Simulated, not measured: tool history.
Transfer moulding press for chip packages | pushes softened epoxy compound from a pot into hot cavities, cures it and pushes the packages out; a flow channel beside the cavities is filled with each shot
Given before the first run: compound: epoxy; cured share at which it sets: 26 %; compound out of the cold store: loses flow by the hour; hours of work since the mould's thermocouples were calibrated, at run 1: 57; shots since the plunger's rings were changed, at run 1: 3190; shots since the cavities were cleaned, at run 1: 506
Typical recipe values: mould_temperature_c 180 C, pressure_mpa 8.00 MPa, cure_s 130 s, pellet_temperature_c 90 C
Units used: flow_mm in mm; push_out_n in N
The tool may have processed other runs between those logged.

run    hour  mould_temperature_c  pressure_mpa  cure_s  pellet_temperature_c  hours of work since the mould's thermocouples were calibrated  shots since the plunger's rings were changed  shots since the cavities were cleaned  incoming compound's hours out of the cold store  flow_mm  push_out_n
  1     0.0                  180          8.00     130                    90                                                             57                                          3190                                    506                                             28.1      706         351
  2    28.8                  180          6.21     130                    90                                                             70                                          3391                                    707                                             35.7      604         395
       41.8  -- cavities cleaned with cleaning compound and waxed
  3    75.8                  180          6.21     130                    90                                                             90                                          3709                                    238                                             31.1      610         303
       95.9  -- plunger's sealing rings changed
  4   117.0                  180          8.00     130                    90                                                            107                                           148                                    508                                             44.7      691         338
  5   151.6                  180          8.00     130                    90                                                            123                                           390                                    750                                             32.6      721         376
      155.9  -- cavities cleaned with cleaning compound and waxed
  6   195.0                  180          8.00     130                    90                                                            142                                           682                                    272                                             26.3      738         315
  7   254.4                  180          8.00     130                    90                                                            168                                          1098                                    688                                             37.3      704         372
      269.3  -- cavities cleaned with cleaning compound and waxed
  8   282.4                  180          8.00     130                    90                                                            180                                          1283                                     92                                             43.6      679         252
  9   309.5                  180          8.63     130                    90                                                            192                                          1472                                    281                                             26.9      750         318
 10   358.2                  180          8.63     163                    90                                                            214                                          1812                                    621                                             30.4      743         352
      380.9  -- cavities cleaned with cleaning compound and waxed
 11   416.2                  180          8.63     163                    90                                                            239                                          2207                                    247                                             41.6      701         271
 12   440.2                  180          8.63     163                    90                                                            250                                          2374                                    414                                             36.8      718         320
 13   466.4                  180          8.00     130                    97                                                            262                                          2557                                    597                                             21.7      735         357
      494.1  -- cavities cleaned with cleaning compound and waxed
 14   517.5                  180          8.00     130                    97                                                            284                                          2904                                    164                                             16.6      745         287
 15   553.4                  185          8.00     151                    90                                                            300                                          3154                                    414                                             40.6      664         308
 16   593.6                  180          6.53     130                    90                                                            318                                          3436                                    696                                             15.6      672         372
      608.3  -- cavities cleaned with cleaning compound and waxed
 17   636.4                  178          8.52     115                    81                                                            336                                          3724                                    196                                             40.1      693         355
      652.2  -- plunger's sealing rings changed
 18   693.8                  178          8.52     115                    81                                                            361                                           290                                    579                                             20.0      788         478
      722.3  -- cavities cleaned with cleaning compound and waxed
 19   752.8                  178          9.92     115                    81                                                            387                                           692                                    213                                             36.0      792         386
 20   778.0                  178          9.92     115                    81                                                            398                                           868                                    389                                             31.5      802         441
 21   821.7                  180          9.76     130                    90                                                            417                                          1173                                    694                                             12.0      859         377
      836.5  -- cavities cleaned with cleaning compound and waxed
      877.3  -- mould's thermocouples calibrated
 22   880.2                  180          8.00     130                    90                                                              1                                          1558                                    292                                             25.4      733         311
 23   938.4                  185          7.50     130                    98                                                             27                                          1964                                    698                                              9.5      744         333
      951.3  -- cavities cleaned with cleaning compound and waxed
 24   964.4                  185          7.50     130                    98                                                             38                                          2135                                     91                                             13.1      735         248
 25  1024.0                  185          7.50     130                    98                                                             65                                          2552                                    508                                             21.4      702         329
     1064.1  -- cavities cleaned with cleaning compound and waxed
 26  1079.9                  177          7.50     143                    98                                                             89                                          2931                                    109                                             35.1      669         247
 27  1116.6                  182          6.97     130                    87                                                            106                                          3188                                    366                                             14.6      695         316
 28  1160.5                  178          8.00     154                    90                                                            125                                          3495                                    673                                             29.0      703         355

Results for each run, recomputed without the tool's hidden state and with each run's random variation untouched:
Hidden state present: true mould temperature over the reading, C; pressure that reaches the compound, % of what is set; grip of the stained cavities, % over clean ones'; drift of the gauge itself on flow_mm, %; drift of the gauge itself on push_out_n, %.
run  flow_mm  push_out_n
  1      739         209
  2      634         226
  3      643         215
  4      693         204
  5      724         212
  6      745         214
  7      714         215
  8      691         207
  9      765         216
 10      760         206
 11      721         190
 12      741         208
 13      761         211
 14      774         220
 15      693         194
 16      704         215
 17      728         268
 18      794         288
 19      803         289
 20      815         291
 21      876         216
 22      751         212
 23      767         187
 24      759         201
 25      729         196
 26      698         203
 27      728         207
 28      739         206
